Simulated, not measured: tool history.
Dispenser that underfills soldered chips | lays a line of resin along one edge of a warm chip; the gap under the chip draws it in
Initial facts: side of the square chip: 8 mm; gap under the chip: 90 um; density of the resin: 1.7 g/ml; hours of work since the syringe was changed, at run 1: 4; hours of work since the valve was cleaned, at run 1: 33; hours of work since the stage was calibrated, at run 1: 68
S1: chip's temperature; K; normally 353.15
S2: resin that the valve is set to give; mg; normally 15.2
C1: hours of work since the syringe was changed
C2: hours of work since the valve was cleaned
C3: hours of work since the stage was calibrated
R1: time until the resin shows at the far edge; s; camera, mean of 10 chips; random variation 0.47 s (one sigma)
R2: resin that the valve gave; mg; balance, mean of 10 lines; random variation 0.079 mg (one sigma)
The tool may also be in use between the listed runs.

run 1 hour=0.0 | S1=353.15 S2=15.2 | C1=4 C2=33 C3=68 | R1=42.0 R2=14.76
run 2 hour=8.7 | S1=342.15 S2=15.2 | C1=10 C2=39 C3=74 | R1=91.4 R2=14.88
-- hour=12.6 new syringe of resin
run 3 hour=15.1 | S1=342.15 S2=15.2 | C1=2 C2=43 C3=78 | R1=66.9 R2=14.74
run 4 hour=25.7 | S1=342.15 S2=15.2 | C1=9 C2=51 C3=85 | R1=89.4 R2=14.58
-- hour=30.6 new syringe of resin
run 5 hour=35.0 | S1=349.15 S2=15.2 | C1=3 C2=57 C3=91 | R1=49.9 R2=14.46
run 6 hour=46.5 | S1=353.15 S2=13.6 | C1=11 C2=65 C3=99 | R1=56.0 R2=13.10
-- hour=49.1 new syringe of resin
run 7 hour=52.0 | S1=353.15 S2=15.2 | C1=2 C2=68 C3=103 | R1=40.4 R2=14.36
run 8 hour=62.3 | S1=353.15 S2=15.2 | C1=9 C2=75 C3=110 | R1=51.6 R2=14.18
-- hour=67.7 new syringe of resin
run 9 hour=70.8 | S1=353.15 S2=15.2 | C1=2 C2=81 C3=115 | R1=39.5 R2=14.39
-- hour=77.3 dispensing valve cleaned and set on the balance
run 10 hour=82.5 | S1=353.15 S2=19.5 | C1=9 C2=4 C3=123 | R1=50.3 R2=19.42
-- hour=86.8 new syringe of resin
run 11 hour=91.4 | S1=353.15 S2=19.5 | C1=3 C2=9 C3=128 | R1=40.3 R2=19.43
run 12 hour=101.0 | S1=353.15 S2=15.2 | C1=10 C2=16 C3=135 | R1=51.1 R2=15.00
-- hour=105.2 new syringe of resin
run 13 hour=111.2 | S1=353.15 S2=15.2 | C1=4 C2=23 C3=142 | R1=41.8 R2=14.95
run 14 hour=121.2 | S1=353.15 S2=15.2 | C1=11 C2=30 C3=149 | R1=55.7 R2=15.03
-- hour=123.2 new syringe of resin
run 15 hour=130.4 | S1=353.15 S2=14.1 | C1=5 C2=36 C3=155 | R1=44.5 R2=13.66
run 16 hour=139.0 | S1=353.15 S2=13.5 | C1=11 C2=41 C3=160 | R1=56.3 R2=13.11
-- hour=141.1 new syringe of resin
run 17 hour=145.6 | S1=342.15 S2=15.2 | C1=3 C2=46 C3=165 | R1=68.4 R2=14.72
run 18 hour=151.0 | S1=342.15 S2=15.2 | C1=7 C2=49 C3=168 | R1=78.3 R2=14.75
-- hour=158.8 new syringe of resin
run 19 hour=160.9 | S1=352.15 S2=16.1 | C1=1 C2=56 C3=175 | R1=40.0 R2=15.42
run 20 hour=170.7 | S1=346.15 S2=14.6 | C1=8 C2=63 C3=182 | R1=70.1 R2=13.99
run 21 hour=176.0 | S1=363.15 S2=14.6 | C1=12 C2=66 C3=185 | R1=35.8 R2=13.86
-- hour=176.8 new syringe of resin
run 22 hour=185.0 | S1=353.15 S2=15.2 | C1=6 C2=72 C3=191 | R1=44.6 R2=14.57
run 23 hour=192.3 | S1=353.15 S2=19.7 | C1=11 C2=77 C3=196 | R1=53.3 R2=18.71
-- hour=194.9 new syringe of resin
run 24 hour=200.1 | S1=352.15 S2=19.0 | C1=4 C2=82 C3=201 | R1=41.8 R2=17.83
-- hour=203.7 dispensing valve cleaned and set on the balance
run 25 hour=208.9 | S1=361.15 S2=13.6 | C1=9 C2=4 C3=207 | R1=34.2 R2=13.55
-- hour=213.9 new syringe of resin
run 26 hour=215.6 | S1=359.15 S2=17.9 | C1=1 C2=8 C3=211 | R1=26.9 R2=17.89
run 27 hour=222.8 | S1=359.15 S2=17.9 | C1=6 C2=13 C3=216 | R1=32.8 R2=17.70
run 28 hour=230.4 | S1=350.15 S2=15.2 | C1=11 C2=18 C3=221 | R1=62.0 R2=14.92
-- hour=231.7 new syringe of resin
run 29 hour=237.5 | S1=350.15 S2=15.2 | C1=4 C2=23 C3=226 | R1=47.6 R2=15.17
run 30 hour=243.0 | S1=353.15 S2=14.9 | C1=8 C2=26 C3=230 | R1=47.3 R2=14.52
-- hour=249.4 new syringe of resin
run 31 hour=249.4 | S1=351.15 S2=14.0 | C1=0 C2=31 C3=234 | R1=39.1 R2=13.56
run 32 hour=259.3 | S1=345.15 S2=16.1 | C1=7 C2=37 C3=241 | R1=66.2 R2=15.68
-- hour=267.6 new syringe of resin
run 33 hour=267.7 | S1=354.15 S2=16.5 | C1=0 C2=43 C3=246 | R1=33.6 R2=16.01
run 34 hour=279.2 | S1=354.15 S2=16.5 | C1=8 C2=51 C3=254 | R1=46.1 R2=16.07
-- hour=286.1 new syringe of resin
run 35 hour=290.6 | S1=354.15 S2=16.5 | C1=3 C2=58 C3=261 | R1=37.9 R2=15.78
run 36 hour=295.8 | S1=340.15 S2=19.5 | C1=7 C2=62 C3=265 | R1=84.3 R2=18.62

How would selected steps in R1 from run to run divide? Give the signed amount a tool lacking its hidden state would still show from settings, what came in and random variation, and the signed amount left for the hidden state, including any gauge scatter that is not in both of the compared results.
Hidden state present: resin's viscosity, % of fresh resin's; dose that the valve gives, % of what is set; true chip temperature over the reading, C; drift of the gauge itself on fill_s, %; drift of the gauge itself on given_mg, %.
Run 1 -> 2: S1 353.15 -> 342.15. R1 +49.4 s: hidden state +22.5, all else +26.9.
Run 2 -> 3: new syringe of resin. R1 -24.5 s: hidden state -25.2, all else +0.7.
Run 3 -> 4: settings left as they were, no log entry in between. R1 +22.5 s: hidden state +21.7, all else +0.8.
Run 4 -> 5: S1 342.15 -> 349.15, new syringe of resin. R1 -39.5 s: hidden state -19.8, all else -19.7.
Run 35 -> 36: S1 354.15 -> 340.15, S2 16.5 -> 19.5. R1 +46.4 s: hidden state +13.0, all else +33.4.
